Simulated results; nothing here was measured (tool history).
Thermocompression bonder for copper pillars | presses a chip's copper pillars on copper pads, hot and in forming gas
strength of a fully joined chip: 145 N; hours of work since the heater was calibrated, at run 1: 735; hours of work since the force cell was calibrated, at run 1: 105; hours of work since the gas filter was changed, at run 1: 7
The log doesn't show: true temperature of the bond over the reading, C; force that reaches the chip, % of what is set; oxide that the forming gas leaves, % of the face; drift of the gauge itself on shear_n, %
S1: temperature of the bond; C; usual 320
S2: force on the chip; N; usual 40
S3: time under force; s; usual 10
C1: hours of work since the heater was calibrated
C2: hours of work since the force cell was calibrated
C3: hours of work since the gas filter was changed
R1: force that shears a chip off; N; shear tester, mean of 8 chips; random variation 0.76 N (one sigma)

run   hour   S1  S2  S3    C1   C2   C3    R1
  1      0  320  40  10   735  105    7  56.5
  2   55.8  320  40  10   772  141   44  57.9
  3   99.8  320  40  10   801  171   73  58.1
  4  151.1  320  40  10   835  205  107  57.8
  5  179.4  320  40  10   854  223  126    58
  6    208  320  40  15   873  242  145  65.7
  7  254.3  320  40  15   904  273  175  65.5
     268.7  -- forming gas filter changed
  8  307.3  320  40  15   938  308   26  67.1
  9  360.1  320  25  10   973  342   60  32.4
 10  398.5  320  25  10   999  368   86  32.1
 11  447.6  320  25  10  1031  400  118  31.5
 12  493.2  320  25  10  1061  430  149  31.8
 13  545.1  320  34  10  1096  465  183    46
     550.9  -- forming gas filter changed
 14  583.7  320  40  10  1121  490   22  57.4
 15  626.3  320  40  10  1149  518   50  56.9
 16  660.5  320  40  10  1172  541   72  56.7
 17  693.3  320  30  10  1193  562   94  41.1
 18  727.1  320  40  10  1216  585  117  56.5
 19  774.1  320  40  10  1247  616  148  57.4
 20  822.3  320  40  10  1279  648  180  55.7
     830.6  -- forming gas filter changed
     866.6  -- heater calibrated with a thermocouple chip
 21  866.6  297  49  10     0  675   23    55
 22    904  303  49  10    25  700   47  57.7

The next listed run, before its measurement:
 23  932.4  296  49  17  43  719  66   ?

Run 23 gave R1 62.8 N.
Without the tool's hidden state the same run would have given R1 63.1 N.
